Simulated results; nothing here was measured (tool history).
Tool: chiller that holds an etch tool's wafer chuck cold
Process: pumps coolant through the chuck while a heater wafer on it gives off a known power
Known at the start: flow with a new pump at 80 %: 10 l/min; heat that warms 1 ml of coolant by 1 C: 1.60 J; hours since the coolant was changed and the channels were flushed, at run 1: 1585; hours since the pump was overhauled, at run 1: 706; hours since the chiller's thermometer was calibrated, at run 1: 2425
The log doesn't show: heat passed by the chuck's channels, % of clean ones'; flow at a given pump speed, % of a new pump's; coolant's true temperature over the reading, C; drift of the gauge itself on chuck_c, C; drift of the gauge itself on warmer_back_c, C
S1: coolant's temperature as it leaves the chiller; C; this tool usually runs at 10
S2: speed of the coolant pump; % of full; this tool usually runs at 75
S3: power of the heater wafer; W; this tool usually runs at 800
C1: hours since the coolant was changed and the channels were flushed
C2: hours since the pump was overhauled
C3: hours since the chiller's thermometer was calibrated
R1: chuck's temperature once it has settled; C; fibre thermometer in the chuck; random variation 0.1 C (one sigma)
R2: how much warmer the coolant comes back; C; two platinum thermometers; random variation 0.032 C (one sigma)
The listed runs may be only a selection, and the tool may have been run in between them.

{"run": 1, "hour": 0.0, "S1": 10, "S2": 75, "S3": 800, "C1": 1585, "C2": 706, "C3": 2425, "R1": 18.6, "R2": 3.3}
{"run": 2, "hour": 34.0, "S1": 10, "S2": 75, "S3": 800, "C1": 1619, "C2": 740, "C3": 2459, "R1": 18.8, "R2": 3.31}
{"run": 3, "hour": 62.6, "S1": 10, "S2": 75, "S3": 800, "C1": 1647, "C2": 768, "C3": 2488, "R1": 18.6, "R2": 3.3}
{"run": 4, "hour": 100.9, "S1": 5, "S2": 75, "S3": 800, "C1": 1686, "C2": 807, "C3": 2526, "R1": 13.8, "R2": 3.3}
{"run": 5, "hour": 126.6, "S1": 5, "S2": 75, "S3": 800, "C1": 1711, "C2": 832, "C3": 2552, "R1": 13.7, "R2": 3.32}
{"run": 6, "hour": 167.0, "S1": 7, "S2": 75, "S3": 800, "C1": 1752, "C2": 873, "C3": 2592, "R1": 15.7, "R2": 3.3}
{"run": 7, "hour": 201.9, "S1": 7, "S2": 75, "S3": 800, "C1": 1787, "C2": 908, "C3": 2627, "R1": 15.6, "R2": 3.33}
{"run": 8, "hour": 229.5, "S1": 7, "S2": 75, "S3": 800, "C1": 1814, "C2": 935, "C3": 2655, "R1": 15.7, "R2": 3.35}
{"run": 9, "hour": 279.6, "S1": 7, "S2": 75, "S3": 800, "C1": 1864, "C2": 985, "C3": 2705, "R1": 15.8, "R2": 3.36}
{"run": 10, "hour": 306.5, "S1": 7, "S2": 75, "S3": 800, "C1": 1891, "C2": 1012, "C3": 2732, "R1": 15.7, "R2": 3.41}
{"run": 11, "hour": 333.9, "S1": 7, "S2": 75, "S3": 800, "C1": 1919, "C2": 1040, "C3": 2759, "R1": 15.9, "R2": 3.44}
{"hour": 341.8, "done": "coolant pump overhauled"}
{"run": 12, "hour": 375.4, "S1": 10, "S2": 75, "S3": 800, "C1": 1955, "C2": 34, "C3": 2795, "R1": 19, "R2": 3.44}
{"run": 13, "hour": 397.4, "S1": 10, "S2": 75, "S3": 800, "C1": 1977, "C2": 56, "C3": 2817, "R1": 18.8, "R2": 3.44}
{"run": 14, "hour": 419.3, "S1": 10, "S2": 75, "S3": 789, "C1": 1999, "C2": 78, "C3": 2839, "R1": 18.8, "R2": 3.41}
{"run": 15, "hour": 453.7, "S1": 10, "S2": 75, "S3": 789, "C1": 2033, "C2": 112, "C3": 2874, "R1": 18.7, "R2": 3.4}
{"run": 16, "hour": 480.8, "S1": 10, "S2": 75, "S3": 789, "C1": 2061, "C2": 139, "C3": 2901, "R1": 18.9, "R2": 3.38}
{"run": 17, "hour": 508.5, "S1": 8, "S2": 80, "S3": 898, "C1": 2088, "C2": 167, "C3": 2929, "R1": 17.7, "R2": 3.59}
{"run": 18, "hour": 558.1, "S1": 10, "S2": 63, "S3": 800, "C1": 2138, "C2": 216, "C3": 2978, "R1": 20.3, "R2": 4.16}
{"run": 19, "hour": 586.1, "S1": 3, "S2": 94, "S3": 800, "C1": 2166, "C2": 244, "C3": 3006, "R1": 10.4, "R2": 2.69}
{"hour": 598.6, "done": "coolant pump overhauled, once more"}
{"run": 20, "hour": 621.8, "S1": 18, "S2": 76, "S3": 800, "C1": 2197, "C2": 23, "C3": 3037, "R1": 26.6, "R2": 3.2}
{"run": 21, "hour": 659.4, "S1": 18, "S2": 76, "S3": 800, "C1": 2234, "C2": 61, "C3": 3074, "R1": 26.4, "R2": 3.24}
{"run": 22, "hour": 709.1, "S1": 9, "S2": 94, "S3": 829, "C1": 2284, "C2": 110, "C3": 3124, "R1": 16.6, "R2": 2.69}
{"run": 23, "hour": 756.0, "S1": 18, "S2": 93, "S3": 829, "C1": 2331, "C2": 157, "C3": 3171, "R1": 25.3, "R2": 2.69}
{"run": 24, "hour": 780.1, "S1": 18, "S2": 93, "S3": 829, "C1": 2355, "C2": 182, "C3": 3195, "R1": 25.6, "R2": 2.65}
{"hour": 820.2, "done": "chiller's thermometer calibrated"}
{"run": 25, "hour": 830.4, "S1": 10, "S2": 75, "S3": 564, "C1": 2404, "C2": 231, "C3": 10, "R1": 16.5, "R2": 2.3}
{"run": 26, "hour": 861.5, "S1": 10, "S2": 94, "S3": 564, "C1": 2435, "C2": 262, "C3": 41, "R1": 15.5, "R2": 1.87}
{"run": 27, "hour": 889.1, "S1": 10, "S2": 75, "S3": 620, "C1": 2463, "C2": 289, "C3": 69, "R1": 17.2, "R2": 2.53}
{"run": 28, "hour": 922.0, "S1": 10, "S2": 64, "S3": 537, "C1": 2496, "C2": 322, "C3": 102, "R1": 16.9, "R2": 2.64}
{"run": 29, "hour": 962.6, "S1": 10, "S2": 64, "S3": 544, "C1": 2536, "C2": 363, "C3": 142, "R1": 17.2, "R2": 2.61}
{"run": 30, "hour": 1010.9, "S1": 10, "S2": 63, "S3": 726, "C1": 2585, "C2": 411, "C3": 191, "R1": 19.6, "R2": 3.62}
{"run": 31, "hour": 1038.0, "S1": 10, "S2": 63, "S3": 726, "C1": 2612, "C2": 438, "C3": 218, "R1": 19.8, "R2": 3.58}
{"run": 32, "hour": 1074.4, "S1": 10, "S2": 63, "S3": 726, "C1": 2648, "C2": 475, "C3": 254, "R1": 19.7, "R2": 3.59}

Measured less the same run without the tool's hidden state. The same run-to-run variation is in both; the gauge's scatter may not be:
run=1 R1=+0.1 R2=+0.09
run=2 R1=+0.1 R2=+0.1
run=3 R1=+0.2 R2=+0.1
run=4 R1=+0.2 R2=+0.1
run=5 R1=+0.2 R2=+0.12
run=6 R1=+0.2 R2=+0.12
run=7 R1=+0.3 R2=+0.12
run=8 R1=+0.2 R2=+0.12
run=9 R1=+0.3 R2=+0.13
run=10 R1=+0.2 R2=+0.14
run=11 R1=+0.3 R2=+0.14
run=12 R1=+0.5 R2=+0.24
run=13 R1=+0.5 R2=+0.24
run=14 R1=+0.4 R2=+0.24
run=15 R1=+0.5 R2=+0.25
run=16 R1=+0.5 R2=+0.25
run=17 R1=+0.6 R2=+0.27
run=18 R1=+0.7 R2=+0.33
run=19 R1=+0.4 R2=+0.21
run=20 R1=+0.1 R2=+0.04
run=21 R1=+0.1 R2=+0.05
run=22 R1=+0.1 R2=+0.04
run=23 R1=+0 R2=+0.04
run=24 R1=+0.1 R2=+0.05
run=25 R1=+0.5 R2=+0.04
run=26 R1=+0.4 R2=+0.04
run=27 R1=+0.5 R2=+0.06
run=28 R1=+0.6 R2=+0.07
run=29 R1=+0.6 R2=+0.07
run=30 R1=+0.8 R2=+0.1
run=31 R1=+0.9 R2=+0.1
run=32 R1=+0.8 R2=+0.11
